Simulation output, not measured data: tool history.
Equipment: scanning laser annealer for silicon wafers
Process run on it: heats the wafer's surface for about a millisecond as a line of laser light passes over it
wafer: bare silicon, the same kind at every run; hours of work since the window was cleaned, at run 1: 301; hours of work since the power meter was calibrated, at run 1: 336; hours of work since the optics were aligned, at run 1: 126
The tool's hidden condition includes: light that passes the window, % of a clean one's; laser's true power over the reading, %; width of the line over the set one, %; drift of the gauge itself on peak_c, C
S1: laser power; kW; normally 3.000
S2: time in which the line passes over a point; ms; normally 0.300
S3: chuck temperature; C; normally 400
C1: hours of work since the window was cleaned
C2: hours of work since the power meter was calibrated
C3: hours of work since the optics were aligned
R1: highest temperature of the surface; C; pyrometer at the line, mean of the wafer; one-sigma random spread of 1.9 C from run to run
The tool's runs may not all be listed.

run	hour	S1	S2	S3	C1	C2	C3	R1
1	0.0	3.000	0.300	400	301	336	126	1217
2	14.5	3.000	0.300	400	312	347	137	1218
3	24.9	3.000	0.300	400	320	355	145	1217
4	38.7	3.000	0.300	400	331	366	156	1215
5	45.6	3.000	0.300	382	336	371	161	1196
6	53.0	3.000	0.300	400	342	377	167	1215
7	68.6	3.000	0.300	400	354	388	178	1209
8	82.8	3.104	0.234	400	364	399	189	1159
9	94.8	3.185	0.344	364	374	408	198	1283
10	106.6	3.185	0.344	364	383	417	207	1285
11	120.9	3.185	0.344	364	393	428	218	1284
12	132.2	3.037	0.344	396	402	437	227	1272

Measured minus without-hidden-state, run by run (identical run-to-run variation in each term; gauge scatter may differ):
run	R1
1	-21
2	-22
3	-22
4	-23
5	-23
6	-24
7	-24
8	-23
9	-29
10	-29
11	-30
12	-29
